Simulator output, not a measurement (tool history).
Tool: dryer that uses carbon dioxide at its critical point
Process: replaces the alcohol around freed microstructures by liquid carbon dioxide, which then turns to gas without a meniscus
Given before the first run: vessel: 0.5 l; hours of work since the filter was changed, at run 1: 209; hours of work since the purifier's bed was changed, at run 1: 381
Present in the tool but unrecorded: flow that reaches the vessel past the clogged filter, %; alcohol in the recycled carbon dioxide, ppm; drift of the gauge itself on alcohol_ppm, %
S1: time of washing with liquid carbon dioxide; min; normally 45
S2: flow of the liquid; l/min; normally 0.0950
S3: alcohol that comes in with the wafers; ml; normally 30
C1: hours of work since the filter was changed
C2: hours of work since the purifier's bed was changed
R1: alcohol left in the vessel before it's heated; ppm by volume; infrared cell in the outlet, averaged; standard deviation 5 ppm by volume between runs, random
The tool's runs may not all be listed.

run   hour  S1      S2   S3   C1   C2    R1
  1    0.0  45  0.0950   30  209  381   126
  2    9.6  45  0.0950   30  216  389   136
  3   22.2  45  0.0950   30  225  398   131
  4   30.4  45  0.0950   30  232  404   136
  5   35.7  45  0.0950   30  236  408   131
  6   45.4  45  0.0950   30  243  416   137
  7   55.7  45  0.0950   30  251  424   139
  8   68.4  45  0.0950   30  260  433   144
  9   76.7  45  0.0950   28  267  439   145
 10   88.4  45  0.0950   28  275  448   136
 11  101.1  45  0.0950   28  285  458   156
 12  109.0  45  0.0950   28  291  464   151
 13  114.6  45  0.0950   28  295  468   152
 14  120.1  45  0.0950   28  299  472   158
 15  125.9  41  0.0991   30  304  477   172
 16  135.5  63  0.0682   99  311  484   236
 17  141.0  63  0.0682   99  315  488   225
 18  153.2  63  0.0724  102  324  497   201
 19  161.2  63  0.0724  102  330  503   206
 20  167.0  62  0.0667   22  335  508   183
 21  176.9  56  0.0950   90  342  515   154
 22  185.5  28  0.0950   75  349  521  1693
 23  196.6  28  0.0950   75  357  530  1695
 24  203.8  63  0.1259   75  362  535   144
 25  214.1  63  0.1259   37  370  543   149
 26  222.1  45  0.1496   61  376  549   149
 27  232.3  27  0.1496   61  384  557   297
 28  240.0  40  0.0950   30  390  563   243

5 ways to go on from here, each from the tool as it stands after run 28. What would each give?
  A  246.6  36  0.1028   45  395  568   ?
  B  246.6  63  0.0583  114  395  568   ?
  C  246.6  40  0.0950   20  395  568   ?
  D  246.6  33  0.1064   74  395  568   ?
  E  246.6  40  0.1490   30  395  568   ?

run   R1
  A  331
  B  541
  C  217
  D  543
  E  156
Stripped of hidden state, with their random variation kept, the same runs would have yielded:
run   R1
  A   82
  B  165
  C   35
  D  174
  E    6
